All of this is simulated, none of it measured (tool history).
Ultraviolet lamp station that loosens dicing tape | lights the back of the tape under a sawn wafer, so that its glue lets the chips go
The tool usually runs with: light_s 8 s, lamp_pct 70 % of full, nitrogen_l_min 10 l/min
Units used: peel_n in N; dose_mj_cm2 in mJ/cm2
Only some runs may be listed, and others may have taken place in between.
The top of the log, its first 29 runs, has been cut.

run	day	light_s	lamp_pct	nitrogen_l_min	hours of work of the lamp	hours of work since the window was cleaned	peel_n	dose_mj_cm2
30	40.421	5	76	4	727	531	2.378	121
31	42.446	8	76	10	748	552	0.868	193
32	43.771	8	64	11	761	566	1.124	162
33	45.462	8	64	11	779	584	1.142	162
34	47.5	8	64	11	800	605	1.123	157
35	49.358	8	64	4	819	624	1.846	156
# day 50.071: window cleaned of glue's vapour
36	50.821	4	93	17	834	8	1.412	122
37	52.571	4	93	17	852	26	1.368	125
38	53.912	4	93	17	866	40	1.42	125
39	55.542	4	89	4	883	56	2.445	118
40	57.408	4	89	4	902	76	2.441	119
41	58.354	8	95	10	912	86	0.579	250
42	60.35	9	83	8	932	106	0.67	240
43	61.529	8	100	5	945	118	0.812	260
44	63.262	8	100	5	963	136	0.796	261

Here are 3 independent what-if runs from the current tool condition. What would each one return?
A	64.838	11	87	5	979	153	?	?
B	64.838	15	70	10	979	153	?	?
C	64.838	8	80	8	979	153	?	?

run	peel_n	dose_mj_cm2
A	0.572	311
B	0.349	340
C	0.895	207
With no hidden state in the tool, these same runs would have given:
run	peel_n	dose_mj_cm2
A	0.442	363
B	0.292	396
C	0.694	241
